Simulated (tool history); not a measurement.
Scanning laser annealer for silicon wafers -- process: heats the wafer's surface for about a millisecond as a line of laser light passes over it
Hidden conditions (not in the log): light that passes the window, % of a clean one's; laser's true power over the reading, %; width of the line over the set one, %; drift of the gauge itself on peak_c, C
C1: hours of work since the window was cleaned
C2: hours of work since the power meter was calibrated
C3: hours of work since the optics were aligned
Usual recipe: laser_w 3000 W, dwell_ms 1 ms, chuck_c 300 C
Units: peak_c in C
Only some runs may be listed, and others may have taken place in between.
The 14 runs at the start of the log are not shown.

{"run": 15, "hour": 81.2, "laser_w": 3000, "dwell_ms": 1, "chuck_c": 300, "C1": 370, "C2": 88, "C3": 600, "peak_c": 1015}
{"run": 16, "hour": 89.6, "laser_w": 3000, "dwell_ms": 1, "chuck_c": 300, "C1": 374, "C2": 91, "C3": 603, "peak_c": 1014}
{"run": 17, "hour": 94.2, "laser_w": 3000, "dwell_ms": 1, "chuck_c": 300, "C1": 376, "C2": 93, "C3": 605, "peak_c": 1013}
{"run": 18, "hour": 101.8, "laser_w": 3000, "dwell_ms": 1, "chuck_c": 300, "C1": 379, "C2": 97, "C3": 609, "peak_c": 1011}
{"run": 19, "hour": 106.9, "laser_w": 3000, "dwell_ms": 1, "chuck_c": 300, "C1": 381, "C2": 99, "C3": 611, "peak_c": 1013}
{"run": 20, "hour": 113.7, "laser_w": 2698, "dwell_ms": 1, "chuck_c": 300, "C1": 384, "C2": 102, "C3": 614, "peak_c": 930}
{"run": 21, "hour": 122.0, "laser_w": 3270, "dwell_ms": 0.77, "chuck_c": 315, "C1": 388, "C2": 105, "C3": 617, "peak_c": 1005}
{"run": 22, "hour": 126.9, "laser_w": 3270, "dwell_ms": 0.77, "chuck_c": 315, "C1": 390, "C2": 107, "C3": 619, "peak_c": 1005}
{"hour": 129.5, "done": "window over the wafer cleaned"}
{"run": 23, "hour": 137.2, "laser_w": 3281, "dwell_ms": 1.17, "chuck_c": 319, "C1": 3, "C2": 111, "C3": 623, "peak_c": 1163}
{"run": 24, "hour": 142.0, "laser_w": 3281, "dwell_ms": 1.17, "chuck_c": 319, "C1": 5, "C2": 113, "C3": 625, "peak_c": 1160}
{"run": 25, "hour": 146.3, "laser_w": 2789, "dwell_ms": 0.84, "chuck_c": 260, "C1": 7, "C2": 115, "C3": 627, "peak_c": 843}
{"run": 26, "hour": 153.6, "laser_w": 2778, "dwell_ms": 0.74, "chuck_c": 329, "C1": 10, "C2": 118, "C3": 630, "peak_c": 873}
{"run": 27, "hour": 160.2, "laser_w": 2778, "dwell_ms": 0.74, "chuck_c": 329, "C1": 13, "C2": 121, "C3": 633, "peak_c": 869}
{"run": 28, "hour": 167.5, "laser_w": 2724, "dwell_ms": 0.98, "chuck_c": 274, "C1": 16, "C2": 124, "C3": 636, "peak_c": 888}
{"run": 29, "hour": 174.8, "laser_w": 2724, "dwell_ms": 0.98, "chuck_c": 274, "C1": 19, "C2": 127, "C3": 639, "peak_c": 887}
{"hour": 178.8, "done": "window over the wafer cleaned, once more"}
{"run": 30, "hour": 181.4, "laser_w": 3000, "dwell_ms": 0.8, "chuck_c": 270, "C1": 1, "C2": 129, "C3": 641, "peak_c": 923}
{"run": 31, "hour": 185.4, "laser_w": 2656, "dwell_ms": 0.97, "chuck_c": 333, "C1": 3, "C2": 131, "C3": 643, "peak_c": 949}
{"run": 32, "hour": 192.3, "laser_w": 3000, "dwell_ms": 0.9, "chuck_c": 300, "C1": 6, "C2": 134, "C3": 646, "peak_c": 994}
{"run": 33, "hour": 200.1, "laser_w": 3085, "dwell_ms": 1.17, "chuck_c": 286, "C1": 9, "C2": 137, "C3": 649, "peak_c": 1108}
{"run": 34, "hour": 204.9, "laser_w": 2956, "dwell_ms": 0.72, "chuck_c": 296, "C1": 11, "C2": 139, "C3": 651, "peak_c": 901}
{"run": 35, "hour": 209.7, "laser_w": 2683, "dwell_ms": 0.76, "chuck_c": 300, "C1": 13, "C2": 141, "C3": 653, "peak_c": 854}
{"run": 36, "hour": 218.0, "laser_w": 2683, "dwell_ms": 0.76, "chuck_c": 300, "C1": 17, "C2": 145, "C3": 657, "peak_c": 852}
{"run": 37, "hour": 226.8, "laser_w": 2938, "dwell_ms": 1.2, "chuck_c": 308, "C1": 21, "C2": 149, "C3": 660, "peak_c": 1090}

Run 38 comes next. What will it give?
{"run": 38, "hour": 235.9, "laser_w": 2876, "dwell_ms": 1.2, "chuck_c": 308, "C1": 25, "C2": 153, "C3": 664, "peak_c": "?"}

peak_c: 1068 C
With no hidden state in the tool, this same run would have given peak_c 1095 C.
